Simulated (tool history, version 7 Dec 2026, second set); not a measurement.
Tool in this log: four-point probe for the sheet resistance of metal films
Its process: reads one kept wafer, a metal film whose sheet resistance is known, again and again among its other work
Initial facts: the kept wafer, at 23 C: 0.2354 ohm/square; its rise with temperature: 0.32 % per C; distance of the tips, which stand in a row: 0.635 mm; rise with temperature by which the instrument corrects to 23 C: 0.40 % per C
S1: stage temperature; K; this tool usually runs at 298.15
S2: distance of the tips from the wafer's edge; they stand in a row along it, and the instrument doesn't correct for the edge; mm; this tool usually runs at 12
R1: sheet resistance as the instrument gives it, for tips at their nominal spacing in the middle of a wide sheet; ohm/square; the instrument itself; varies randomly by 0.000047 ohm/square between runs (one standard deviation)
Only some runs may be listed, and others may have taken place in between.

run   hour      S1  S2        R1
  1    0.0  298.15  12  0.234920
  2   36.4  298.15  12  0.234903
  3   72.3  298.15  12  0.235433
  4   91.9  298.15  15  0.235241
  5  123.8  298.15  15  0.235208
  6  140.3  298.15  15  0.235289
  7  160.8  298.15  15  0.235273
  8  190.1  298.15  12  0.235377
  9  206.2  298.15  12  0.235437
 10  236.8  291.15  12  0.236743
 11  272.7  306.15  12  0.233889
 12  295.6  306.15  12  0.233937
 13  334.7  306.15  12  0.234014
 14  367.2  298.15   6  0.236452
 15  385.7  307.15  12  0.233793
 16  423.5  301.15   5  0.236457
 17  439.6  301.15   5  0.236509
 18  478.9  298.15   6  0.236506
 19  514.9  298.15   6  0.236546
 20  546.6  306.15  30  0.233595
 21  585.2  303.15   9  0.234828
 22  618.7  306.15   9  0.234239
 23  634.6  306.15   9  0.234257
 24  658.4  306.15   9  0.234156
 25  682.6  302.15   3  0.239871
 26  712.1  306.15  14  0.233920
 27  744.1  295.15  72  0.235761
 28  768.6  301.15   3  0.240087
 29  790.7  295.15   3  0.241190
 30  821.3  301.15   3  0.240069

Between the runs listed above, the log contained 1 entry, not reproduced here. Where in the sequence does each belong, and how does what the log doesn't record of the tool's condition differ from the listed run before to the listed run after?
Run 2 -> run 3: stage's thermometer calibrated (hour 39.3)
  inner tips' distance over the nominal, %: -0.015 -> -0.011; tips' flats over new ones', %: 3 -> 4; wafer's true temperature over the reading, C: -0.61 -> 0.02
  what was measured, less what the result would be without the hidden state, R1: -0.000498 -> -0.000013 ohm/square

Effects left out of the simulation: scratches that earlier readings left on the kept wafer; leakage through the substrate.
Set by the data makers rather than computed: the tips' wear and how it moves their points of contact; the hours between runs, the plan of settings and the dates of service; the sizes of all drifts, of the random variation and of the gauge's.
